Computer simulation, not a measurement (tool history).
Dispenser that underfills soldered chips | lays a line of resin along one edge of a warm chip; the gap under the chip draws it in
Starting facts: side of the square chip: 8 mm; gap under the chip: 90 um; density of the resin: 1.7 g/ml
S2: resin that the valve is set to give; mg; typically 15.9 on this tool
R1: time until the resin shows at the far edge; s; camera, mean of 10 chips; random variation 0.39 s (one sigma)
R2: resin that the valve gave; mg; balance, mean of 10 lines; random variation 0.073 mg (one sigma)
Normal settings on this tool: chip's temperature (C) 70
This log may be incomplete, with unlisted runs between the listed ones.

Run 1, hour 0: usual settings. Result: R1 42.1 s, R2 15.35 mg.
At hour 1.5: new syringe of resin.
Run 2, hour 4.3: usual settings. Result: R1 27.6 s, R2 15.4 mg.
Run 3, hour 8: usual settings but S2 20.4 mg. Result: R1 33.7 s, R2 19.73 mg.
Run 4, hour 11.1: usual settings but S2 14.9 mg. Result: R1 41.9 s, R2 14.35 mg.
At hour 13.2: new syringe of resin.
Run 5, hour 14.6: usual settings but S2 14.9 mg. Result: R1 26.2 s, R2 14.24 mg.
At hour 17.8: dispensing valve cleaned and set on the balance.
Run 6, hour 18.1: usual settings but chip's temperature (C) 61. Result: R1 49.3 s, R2 15.89 mg.
Run 7, hour 21.8: usual settings but chip's temperature (C) 61. Result: R1 61 s, R2 15.8 mg.
At hour 25.8: new syringe of resin.
Run 8, hour 27.5: usual settings but chip's temperature (C) 61. Result: R1 42 s, R2 15.86 mg.
Run 9, hour 32.3: usual settings but chip's temperature (C) 61. Result: R1 56.7 s, R2 15.63 mg.
Run 10, hour 35: usual settings but chip's temperature (C) 61. Result: R1 65.5 s, R2 15.77 mg.
At hour 37.6: new syringe of resin.
Run 11, hour 39.9: usual settings. Result: R1 27 s, R2 15.73 mg.
Run 12, hour 43.4: usual settings. Result: R1 32.7 s, R2 15.64 mg.
Run 13, hour 48.3: usual settings. Result: R1 44 s, R2 15.67 mg.
At hour 49.2: new syringe of resin.
Run 14, hour 52.7: usual settings. Result: R1 28.8 s, R2 15.61 mg.
Run 15, hour 56.5: usual settings but chip's temperature (C) 64. Result: R1 49 s, R2 15.48 mg.
Run 16, hour 58.8: usual settings but chip's temperature (C) 64. Result: R1 56.7 s, R2 15.41 mg.
At hour 60.9: new syringe of resin.
Run 17, hour 64.6: usual settings but chip's temperature (C) 64. Result: R1 40.5 s, R2 15.42 mg.
Run 18, hour 69.3: usual settings but chip's temperature (C) 80. Result: R1 23 s, R2 15.44 mg.
At hour 72.8: new syringe of resin.
Run 19, hour 74.7: usual settings but chip's temperature (C) 80. Result: R1 15.8 s, R2 15.31 mg.
Run 20, hour 77.4: usual settings but chip's temperature (C) 63, S2 17.9 mg. Result: R1 44.5 s, R2 17.28 mg.
At hour 80.7: dispensing valve cleaned and set on the balance.
Run 21, hour 80.7: usual settings but chip's temperature (C) 63, S2 17.9 mg. Result: R1 50.6 s, R2 17.84 mg.
At hour 85.6: new syringe of resin.
Run 22, hour 85.7: usual settings but chip's temperature (C) 71. Result: R1 21.8 s, R2 15.82 mg.
Run 23, hour 89.8: usual settings but chip's temperature (C) 71. Result: R1 27.6 s, R2 15.8 mg.
Run 24, hour 93.1: usual settings but S2 20.2 mg. Result: R1 34.8 s, R2 20.01 mg.
Run 25, hour 96.8: usual settings but S2 20.2 mg. Result: R1 43.2 s, R2 20.06 mg.
At hour 97.4: new syringe of resin.
Run 26, hour 101.4: usual settings but S2 20.2 mg. Result: R1 28.8 s, R2 19.91 mg.
Run 27, hour 105.8: usual settings but chip's temperature (C) 55, S2 18.3 mg. Result: R1 87.1 s, R2 17.98 mg.
At hour 109: new syringe of resin.
Run 28, hour 111.4: usual settings but chip's temperature (C) 57, S2 14.9 mg. Result: R1 54.6 s, R2 14.74 mg.
Run 29, hour 115.7: usual settings but chip's temperature (C) 58, S2 18.6 mg. Result: R1 65.8 s, R2 18.26 mg.
Run 30, hour 119.5: usual settings but chip's temperature (C) 63, S2 18 mg. Result: R1 62.4 s, R2 17.64 mg.
At hour 120.7: new syringe of resin.
Run 31, hour 124: usual settings but chip's temperature (C) 63, S2 18 mg. Result: R1 40 s, R2 17.57 mg.
Run 32, hour 127.1: usual settings but chip's temperature (C) 72, S2 15.5 mg. Result: R1 29.6 s, R2 15.12 mg.
Run 33, hour 130.5: usual settings but chip's temperature (C) 67. Result: R1 48.2 s, R2 15.35 mg.
At hour 132.7: new syringe of resin.
Run 34, hour 135.7: usual settings but chip's temperature (C) 67. Result: R1 32.4 s, R2 15.33 mg.
Run 35, hour 139.9: usual settings but chip's temperature (C) 67. Result: R1 41.5 s, R2 15.21 mg.
At hour 143.4: dispensing valve cleaned and set on the balance.
Run 36, hour 144.1: usual settings but chip's temperature (C) 56, S2 16.9 mg. Result: R1 90.9 s, R2 16.91 mg.
At hour 145.6: new syringe of resin.
Run 37, hour 148.6: usual settings but chip's temperature (C) 56, S2 16.9 mg. Result: R1 59 s, R2 17.02 mg.

Branching from run 37: 3 alternative next runs. What would each branch give?
Run A, hour 153: usual settings but chip's temperature (C) 69, S2 17 mg. Result: R1 ?, R2 ?.
Run B, hour 153: usual settings but chip's temperature (C) 76, S2 16.9 mg. Result: R1 ?, R2 ?.
Run C, hour 153: usual settings but S2 17.1 mg. Result: R1 ?, R2 ?.

run    R1     R2
  A  38.4  16.84
  B    26  16.79
  C  34.8  17.15
The same runs, with their run-to-run variation unchanged, on a tool lacking any hidden condition would have given:
run    R1     R2
  A  26.2  16.92
  B  17.6  16.88
  C  23.5  17.24
